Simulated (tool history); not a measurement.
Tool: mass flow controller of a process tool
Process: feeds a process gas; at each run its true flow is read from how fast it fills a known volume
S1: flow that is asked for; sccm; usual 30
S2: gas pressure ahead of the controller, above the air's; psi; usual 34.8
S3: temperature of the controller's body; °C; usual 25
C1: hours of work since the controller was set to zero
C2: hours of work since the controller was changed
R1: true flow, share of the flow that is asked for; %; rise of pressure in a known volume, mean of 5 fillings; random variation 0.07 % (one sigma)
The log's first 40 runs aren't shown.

run	hour	S1	S2	S3	C1	C2	R1
41	2427.4	33	22	30	354	1424	98.97
42	2485.9	33	22	30	376	1447	98.82
43	2539.2	18	21.8	35	397	1467	98.27
44	2593.5	98	28.9	25	417	1488	99.46
45	2657	70	32.6	25	442	1512	99
46	2724	70	37.9	25	467	1538	98.93
47	2788.7	30	27	27	492	1562	98.57
48	2823.8	41	33.8	31	505	1576	98.28
49	2890.7	41	33.8	31	531	1601	98.27

3 ways to go on from here, each from the tool as it stands after run 49. What would each give?
A	2923.6	14	34.8	25	544	1614	?
B	2923.6	14	34.8	25	544	1614	?
C	2923.6	15	40	39	544	1614	?

run	R1
A	97.86
B	97.63
C	97.1
Without the tool's hidden state the same runs would have given:
run	R1
A	98.98
B	98.74
C	98.17

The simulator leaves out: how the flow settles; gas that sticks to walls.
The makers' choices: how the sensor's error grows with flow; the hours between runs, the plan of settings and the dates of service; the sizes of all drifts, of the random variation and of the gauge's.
